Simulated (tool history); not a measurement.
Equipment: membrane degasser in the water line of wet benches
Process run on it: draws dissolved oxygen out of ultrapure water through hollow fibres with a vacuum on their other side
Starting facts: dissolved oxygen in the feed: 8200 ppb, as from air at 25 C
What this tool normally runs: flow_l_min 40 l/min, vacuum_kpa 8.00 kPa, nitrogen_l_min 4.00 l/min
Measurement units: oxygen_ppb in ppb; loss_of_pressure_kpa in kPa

Run 1, hour 0.0: usual settings. Result: oxygen_ppb 121.0 ppb, loss_of_pressure_kpa 44.97 kPa.
Run 2, hour 272.4: usual settings. Result: oxygen_ppb 120.3 ppb, loss_of_pressure_kpa 44.67 kPa.
Run 3, hour 406.3: usual settings but flow_l_min 26 l/min. Result: oxygen_ppb 77.0 ppb, loss_of_pressure_kpa 29.25 kPa.
Run 4, hour 638.9: usual settings but flow_l_min 26 l/min. Result: oxygen_ppb 77.1 ppb, loss_of_pressure_kpa 29.14 kPa.
Run 5, hour 774.2: usual settings but flow_l_min 26 l/min. Result: oxygen_ppb 77.0 ppb, loss_of_pressure_kpa 29.17 kPa.
Run 6, hour 920.0: usual settings. Result: oxygen_ppb 121.7 ppb, loss_of_pressure_kpa 45.15 kPa.
Run 7, hour 1209.8: usual settings. Result: oxygen_ppb 121.1 ppb, loss_of_pressure_kpa 45.38 kPa.
Run 8, hour 1376.6: usual settings. Result: oxygen_ppb 122.4 ppb, loss_of_pressure_kpa 45.37 kPa.
At hour 1651.9: seals of the vacuum lines changed.
Run 9, hour 1654.0: usual settings but flow_l_min 27 l/min. Result: oxygen_ppb 80.4 ppb, loss_of_pressure_kpa 30.22 kPa.
Run 10, hour 1809.7: usual settings. Result: oxygen_ppb 122.3 ppb, loss_of_pressure_kpa 45.15 kPa.
Run 11, hour 2021.4: usual settings but nitrogen_l_min 2.08 l/min. Result: oxygen_ppb 215.7 ppb, loss_of_pressure_kpa 44.98 kPa.
Run 12, hour 2264.7: usual settings but nitrogen_l_min 2.08 l/min. Result: oxygen_ppb 215.5 ppb, loss_of_pressure_kpa 45.76 kPa.
Run 13, hour 2430.7: usual settings but nitrogen_l_min 2.08 l/min. Result: oxygen_ppb 216.3 ppb, loss_of_pressure_kpa 45.39 kPa.
Run 14, hour 2652.0: usual settings but nitrogen_l_min 5.45 l/min. Result: oxygen_ppb 95.2 ppb, loss_of_pressure_kpa 45.62 kPa.
Run 15, hour 2808.8: usual settings. Result: oxygen_ppb 123.2 ppb, loss_of_pressure_kpa 45.17 kPa.
Run 16, hour 3026.3: usual settings but flow_l_min 54 l/min, vacuum_kpa 19.72 kPa, nitrogen_l_min 2.68 l/min. Result: oxygen_ppb 715.6 ppb, loss_of_pressure_kpa 61.50 kPa.
Run 17, hour 3156.4: usual settings but vacuum_kpa 5.87 kPa. Result: oxygen_ppb 74.7 ppb, loss_of_pressure_kpa 45.64 kPa.
Run 18, hour 3430.7: usual settings but vacuum_kpa 11.91 kPa. Result: oxygen_ppb 212.6 ppb, loss_of_pressure_kpa 45.84 kPa.
At hour 3449.9: vacuum gauge calibrated.
Run 19, hour 3677.3: usual settings but vacuum_kpa 11.91 kPa. Result: oxygen_ppb 214.0 ppb, loss_of_pressure_kpa 45.92 kPa.
Run 20, hour 3893.3: usual settings but flow_l_min 61 l/min, vacuum_kpa 7.70 kPa, nitrogen_l_min 4.44 l/min. Result: oxygen_ppb 189.5 ppb, loss_of_pressure_kpa 69.92 kPa.
At hour 4059.5: vacuum gauge calibrated, once more.
Run 21, hour 4122.7: usual settings but flow_l_min 49 l/min, vacuum_kpa 5.19 kPa, nitrogen_l_min 2.18 l/min. Result: oxygen_ppb 117.2 ppb, loss_of_pressure_kpa 56.49 kPa.
Run 22, hour 4359.5: usual settings but flow_l_min 32 l/min, nitrogen_l_min 3.05 l/min. Result: oxygen_ppb 120.6 ppb, loss_of_pressure_kpa 36.77 kPa.
Run 23, hour 4506.8: usual settings but nitrogen_l_min 11.12 l/min. Result: oxygen_ppb 51.9 ppb, loss_of_pressure_kpa 46.03 kPa.
Run 24, hour 4640.6: usual settings but flow_l_min 41 l/min, vacuum_kpa 9.66 kPa, nitrogen_l_min 2.39 l/min. Result: oxygen_ppb 253.2 ppb, loss_of_pressure_kpa 47.35 kPa.
At hour 4820.2: membrane cartridge changed.
Run 25, hour 4820.2: usual settings but flow_l_min 41 l/min, vacuum_kpa 9.66 kPa, nitrogen_l_min 2.39 l/min. Result: oxygen_ppb 252.8 ppb, loss_of_pressure_kpa 43.30 kPa.
Run 26, hour 5093.4: usual settings but flow_l_min 33 l/min, vacuum_kpa 6.76 kPa. Result: oxygen_ppb 71.9 ppb, loss_of_pressure_kpa 35.11 kPa.
Run 27, hour 5308.7: usual settings but vacuum_kpa 13.86 kPa. Result: oxygen_ppb 251.2 ppb, loss_of_pressure_kpa 42.91 kPa.
Run 28, hour 5597.6: usual settings but flow_l_min 54 l/min, vacuum_kpa 12.68 kPa, nitrogen_l_min 2.52 l/min. Result: oxygen_ppb 446.2 ppb, loss_of_pressure_kpa 57.57 kPa.
Run 29, hour 5830.5: usual settings but flow_l_min 61 l/min, vacuum_kpa 15.51 kPa, nitrogen_l_min 9.29 l/min. Result: oxygen_ppb 219.8 ppb, loss_of_pressure_kpa 65.21 kPa.

Consider 5 possible next runs. They are alternatives, not a sequence: every one starts from the tool as it was left by run 29. What does each give?
At hour 5968.7: seals of the vacuum lines changed.
Run A, hour 6108.5: usual settings but nitrogen_l_min 5.16 l/min. Result: oxygen_ppb ?, loss_of_pressure_kpa ?.
At hour 5968.7: seals of the vacuum lines changed.
Run B, hour 6108.5: usual settings but flow_l_min 60 l/min, vacuum_kpa 10.15 kPa. Result: oxygen_ppb ?, loss_of_pressure_kpa ?.
At hour 5968.7: seals of the vacuum lines changed.
Run C, hour 6108.5: usual settings but flow_l_min 39 l/min, vacuum_kpa 15.51 kPa, nitrogen_l_min 9.29 l/min. Result: oxygen_ppb ?, loss_of_pressure_kpa ?.
At hour 5968.7: seals of the vacuum lines changed.
Run D, hour 6108.5: usual settings but flow_l_min 44 l/min, vacuum_kpa 10.87 kPa, nitrogen_l_min 4.58 l/min. Result: oxygen_ppb ?, loss_of_pressure_kpa ?.
At hour 5968.7: seals of the vacuum lines changed.
Run E, hour 6108.5: usual settings but vacuum_kpa 5.54 kPa. Result: oxygen_ppb ?, loss_of_pressure_kpa ?.

run  oxygen_ppb  loss_of_pressure_kpa
  A        94.5                 42.99
  B       261.9                 64.42
  C       131.0                 41.69
  D       181.9                 47.37
  E        62.6                 43.06
The same runs, with their run-to-run variation unchanged, on a tool lacking any hidden condition would have given:
run  oxygen_ppb  loss_of_pressure_kpa
  A        93.1                 42.65
  B       258.9                 63.91
  C       130.0                 41.36
  D       180.1                 47.00
  E        60.9                 42.72
